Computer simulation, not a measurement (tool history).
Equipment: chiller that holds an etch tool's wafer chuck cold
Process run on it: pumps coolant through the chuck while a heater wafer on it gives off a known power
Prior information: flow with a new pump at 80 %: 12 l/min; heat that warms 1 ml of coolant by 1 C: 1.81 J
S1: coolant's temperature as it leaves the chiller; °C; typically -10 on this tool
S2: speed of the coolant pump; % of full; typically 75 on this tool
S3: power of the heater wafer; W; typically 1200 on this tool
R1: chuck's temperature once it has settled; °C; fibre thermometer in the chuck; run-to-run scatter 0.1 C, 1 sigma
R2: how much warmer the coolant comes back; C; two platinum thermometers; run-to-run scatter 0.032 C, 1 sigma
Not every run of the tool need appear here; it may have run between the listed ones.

{"run": 1, "hour": 0.0, "S1": -10, "S2": 75, "S3": 1200, "R1": -1.3, "R2": 3.56}
{"run": 2, "hour": 43.7, "S1": -10, "S2": 75, "S3": 1200, "R1": -1.4, "R2": 3.58}
{"run": 3, "hour": 103.4, "S1": -10, "S2": 87, "S3": 1200, "R1": -2.1, "R2": 3.02}
{"run": 4, "hour": 168.5, "S1": -10, "S2": 75, "S3": 888, "R1": -3.5, "R2": 2.67}
{"run": 5, "hour": 216.4, "S1": -10, "S2": 75, "S3": 1200, "R1": -1.3, "R2": 3.58}
{"run": 6, "hour": 280.7, "S1": -10, "S2": 75, "S3": 1200, "R1": -1.3, "R2": 3.57}
{"run": 7, "hour": 315.9, "S1": -10, "S2": 75, "S3": 881, "R1": -3.5, "R2": 2.59}
{"run": 8, "hour": 348.5, "S1": -10, "S2": 75, "S3": 1240, "R1": -0.8, "R2": 3.65}
{"run": 9, "hour": 419.7, "S1": -10, "S2": 75, "S3": 1240, "R1": -0.9, "R2": 3.7}
{"run": 10, "hour": 479.9, "S1": -10, "S2": 75, "S3": 856, "R1": -3.7, "R2": 2.49}
{"run": 11, "hour": 518.3, "S1": -10, "S2": 75, "S3": 856, "R1": -3.7, "R2": 2.47}
{"run": 12, "hour": 581.2, "S1": -10, "S2": 75, "S3": 856, "R1": -3.8, "R2": 2.55}
{"run": 13, "hour": 643.4, "S1": -10, "S2": 75, "S3": 856, "R1": -3.6, "R2": 2.55}
{"run": 14, "hour": 682.6, "S1": -9, "S2": 75, "S3": 634, "R1": -4.3, "R2": 1.92}
{"run": 15, "hour": 721.0, "S1": -14, "S2": 67, "S3": 1143, "R1": -4.9, "R2": 3.76}
{"run": 16, "hour": 770.2, "S1": -14, "S2": 67, "S3": 1143, "R1": -4.8, "R2": 3.71}
{"run": 17, "hour": 813.4, "S1": -10, "S2": 70, "S3": 839, "R1": -3.4, "R2": 2.64}
{"run": 18, "hour": 863.8, "S1": -8, "S2": 67, "S3": 839, "R1": -1.4, "R2": 2.76}
{"run": 19, "hour": 914.5, "S1": -16, "S2": 67, "S3": 1240, "R1": -6.0, "R2": 3.98}
{"run": 20, "hour": 983.5, "S1": -13, "S2": 77, "S3": 827, "R1": -7.0, "R2": 2.39}
{"run": 21, "hour": 1013.4, "S1": -13, "S2": 77, "S3": 827, "R1": -7.1, "R2": 2.32}
{"run": 22, "hour": 1081.0, "S1": -13, "S2": 77, "S3": 827, "R1": -7.1, "R2": 2.4}
{"run": 23, "hour": 1147.7, "S1": -10, "S2": 62, "S3": 1476, "R1": 2.7, "R2": 5.15}

4 ways to go on from here, each from the tool as it stands after run 23. What would each give?
{"run": "A", "hour": 1218.2, "S1": -3, "S2": 97, "S3": 1711, "R1": "?", "R2": "?"}
{"run": "B", "hour": 1218.2, "S1": -10, "S2": 83, "S3": 1200, "R1": "?", "R2": "?"}
{"run": "C", "hour": 1218.2, "S1": -10, "S2": 71, "S3": 1644, "R1": "?", "R2": "?"}
{"run": "D", "hour": 1218.2, "S1": -3, "S2": 63, "S3": 1524, "R1": "?", "R2": "?"}

run=A R1=7.4 R2=3.94
run=B R1=-1.7 R2=3.19
run=C R1=2.7 R2=5.10
run=D R1=9.8 R2=5.39
What these runs would have given with no unlogged condition in the tool:
run=A R1=7.4 R2=3.94
run=B R1=-1.7 R2=3.19
run=C R1=2.7 R2=5.10
run=D R1=9.8 R2=5.39

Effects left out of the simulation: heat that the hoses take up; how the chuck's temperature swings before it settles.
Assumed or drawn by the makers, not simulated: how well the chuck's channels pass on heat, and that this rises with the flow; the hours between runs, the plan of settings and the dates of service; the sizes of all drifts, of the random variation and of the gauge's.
